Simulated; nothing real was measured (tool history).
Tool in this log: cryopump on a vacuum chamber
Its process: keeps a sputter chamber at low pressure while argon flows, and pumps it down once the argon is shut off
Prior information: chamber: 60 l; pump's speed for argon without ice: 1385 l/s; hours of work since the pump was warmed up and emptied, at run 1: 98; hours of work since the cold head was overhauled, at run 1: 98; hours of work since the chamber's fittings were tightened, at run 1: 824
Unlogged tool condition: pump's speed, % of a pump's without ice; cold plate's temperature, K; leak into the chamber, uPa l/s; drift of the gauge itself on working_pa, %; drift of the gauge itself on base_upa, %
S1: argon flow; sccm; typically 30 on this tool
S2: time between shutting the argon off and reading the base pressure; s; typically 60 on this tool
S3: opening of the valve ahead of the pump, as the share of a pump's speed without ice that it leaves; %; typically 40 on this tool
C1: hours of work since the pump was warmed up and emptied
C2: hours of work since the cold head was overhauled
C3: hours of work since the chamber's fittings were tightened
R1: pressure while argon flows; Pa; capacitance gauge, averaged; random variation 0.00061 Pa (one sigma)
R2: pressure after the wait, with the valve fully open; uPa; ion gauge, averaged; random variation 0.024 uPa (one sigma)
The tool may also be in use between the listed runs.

| run | day | S1 | S2 | S3 | C1 | C2 | C3 | R1 | R2 |
|---|---|---|---|---|---|---|---|---|---|
| 1 | 0.000 | 30 | 60 | 40 | 98 | 98 | 824 | 0.0933 | 1.49 |
| 2 | 0.942 | 30 | 60 | 40 | 112 | 112 | 838 | 0.0936 | 1.49 |
| 3 | 1.662 | 30 | 60 | 40 | 123 | 123 | 850 | 0.0918 | 1.59 |
| 4 | 2.546 | 30 | 60 | 40 | 137 | 137 | 863 | 0.0938 | 1.54 |
| 5 | 3.212 | 30 | 60 | 40 | 147 | 147 | 873 | 0.0940 | 1.58 |
| 6 | 4.304 | 30 | 60 | 40 | 164 | 164 | 890 | 0.0931 | 1.56 |
| 7 | 5.092 | 30 | 86 | 40 | 176 | 176 | 902 | 0.0939 | 1.36 |
| 8 | 6.504 | 30 | 86 | 40 | 197 | 197 | 923 | 0.0934 | 1.40 |
| 9 | 7.412 | 15 | 60 | 40 | 211 | 211 | 937 | 0.0468 | 1.62 |
| 10 | 8.333 | 30 | 60 | 25 | 225 | 225 | 951 | 0.1498 | 1.63 |
| 11 | 9.612 | 30 | 60 | 25 | 245 | 245 | 971 | 0.1497 | 1.59 |
| 12 | 10.467 | 30 | 60 | 25 | 258 | 258 | 984 | 0.1499 | 1.63 |
| 13 | 11.421 | 30 | 60 | 40 | 272 | 272 | 999 | 0.0940 | 1.63 |
| 14 | 12.700 | 53 | 60 | 40 | 292 | 292 | 1018 | 0.1684 | 1.72 |
| 15 | 13.525 | 53 | 60 | 40 | 305 | 305 | 1031 | 0.1674 | 1.69 |
| 16 | 14.554 | 26 | 89 | 24 | 320 | 320 | 1047 | 0.1357 | 1.54 |
| 17 | 15.262 | 26 | 89 | 24 | 331 | 331 | 1057 | 0.1355 | 1.52 |
| 18 | 16.458 | 25 | 60 | 40 | 349 | 349 | 1076 | 0.0783 | 1.78 |
| 19 | 17.667 | 25 | 260 | 40 | 368 | 368 | 1094 | 0.0794 | 1.27 |
| 20 | 18.908 | 14 | 56 | 21 | 387 | 387 | 1113 | 0.0833 | 1.85 |
| 21 | 20.004 | 17 | 60 | 32 | 404 | 404 | 1130 | 0.0670 | 1.86 |
| 22 | 20.975 | 14 | 39 | 36 | 418 | 418 | 1145 | 0.0506 | 2.19 |
| 23 | 21.654 | 14 | 39 | 36 | 429 | 429 | 1155 | 0.0492 | 2.14 |
| 24 | 22.642 | 14 | 39 | 36 | 444 | 444 | 1170 | 0.0497 | 2.17 |
| 25 | 23.558 | 42 | 131 | 37 | 458 | 458 | 1184 | 0.1454 | 1.52 |
| 26 | 25.096 | 42 | 131 | 37 | 481 | 481 | 1208 | 0.1453 | 1.54 |
| 27 | 26.321 | 42 | 201 | 55 | 500 | 500 | 1226 | 0.1012 | 1.44 |
| 28 | 27.371 | 42 | 201 | 19 | 516 | 516 | 1242 | 0.2793 | 1.51 |

Subtracting, for every run, the result it would have given without the tool's unlogged condition from the measured result gives the following. The same run-to-run variation enters both numbers; the gauge's scatter may not:
| run | R1 | R2 |
|---|---|---|
| 1 | +0.0014 | +0.64 |
| 2 | +0.0016 | +0.67 |
| 3 | +0.0017 | +0.69 |
| 4 | +0.0018 | +0.68 |
| 5 | +0.0019 | +0.70 |
| 6 | +0.0021 | +0.72 |
| 7 | +0.0022 | +0.71 |
| 8 | +0.0025 | +0.76 |
| 9 | +0.0013 | +0.76 |
| 10 | +0.0028 | +0.77 |
| 11 | +0.0030 | +0.76 |
| 12 | +0.0032 | +0.81 |
| 13 | +0.0033 | +0.80 |
| 14 | +0.0062 | +0.84 |
| 15 | +0.0064 | +0.84 |
| 16 | +0.0033 | +0.89 |
| 17 | +0.0034 | +0.88 |
| 18 | +0.0035 | +0.91 |
| 19 | +0.0036 | +0.91 |
| 20 | +0.0022 | +0.93 |
| 21 | +0.0027 | +0.98 |
| 22 | +0.0023 | +0.98 |
| 23 | +0.0024 | +0.98 |
| 24 | +0.0025 | +0.98 |
| 25 | +0.0075 | +1.04 |
| 26 | +0.0079 | +1.04 |
| 27 | +0.0083 | +1.08 |
| 28 | +0.0086 | +1.10 |
